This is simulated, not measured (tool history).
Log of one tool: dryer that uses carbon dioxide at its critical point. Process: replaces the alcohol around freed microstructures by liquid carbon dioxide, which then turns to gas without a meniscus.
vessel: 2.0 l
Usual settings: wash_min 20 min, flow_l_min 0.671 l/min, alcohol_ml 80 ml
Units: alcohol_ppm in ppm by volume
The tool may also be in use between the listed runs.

run,hour,wash_min,flow_l_min,alcohol_ml,alcohol_ppm
1,0.0,20,0.671,80,84
2,10.8,20,0.671,80,91
3,25.4,12,0.671,80,911
4,34.7,12,0.484,80,2508
5,48.5,12,0.484,80,2501
6,64.6,12,0.484,80,2628
7,76.6,12,0.484,80,2586
8,89.5,12,0.484,80,2585
9,104.4,12,0.484,80,2638
10,119.2,12,0.484,110,3599
11,127.1,20,0.531,80,311
12,140.4,20,0.531,80,308
13,147.9,20,0.531,80,309
14,159.5,20,0.531,80,332
15,169.1,20,0.531,80,324
16,185.0,17,0.671,110,318
17,194.2,20,0.480,44,296
18,210.6,20,0.480,44,296
19,219.5,22,0.461,91,461
20,230.7,22,0.461,91,459
21,241.0,22,0.461,91,483
22,257.9,26,1.014,41,37
23,270.0,26,1.014,41,36
24,277.9,12,0.484,26,954
25,286.8,12,0.597,52,1079
26,298.0,29,1.015,32,36
27,311.4,20,0.609,32,100
28,323.6,20,0.516,76,414
29,334.7,30,0.886,91,31
30,349.7,30,0.886,91,39

Measured less the same run without the tool's hidden state. The same run-to-run variation is in both; the gauge's scatter may not be:
The hidden state here: flow that reaches the vessel past the clogged filter, %; alcohol in the recycled carbon dioxide, ppm; drift of the gauge itself on alcohol_ppm, %.
run,alcohol_ppm
1,+31
2,+32
3,+139
4,+279
5,+296
6,+336
7,+347
8,+364
9,+391
10,+557
11,+96
12,+102
13,+104
14,+111
15,+112
16,+118
17,+101
18,+107
19,+166
20,+169
21,+179
22,+27
23,+29
24,+238
25,+320
26,+30
27,+59
28,+180
29,+30
30,+32

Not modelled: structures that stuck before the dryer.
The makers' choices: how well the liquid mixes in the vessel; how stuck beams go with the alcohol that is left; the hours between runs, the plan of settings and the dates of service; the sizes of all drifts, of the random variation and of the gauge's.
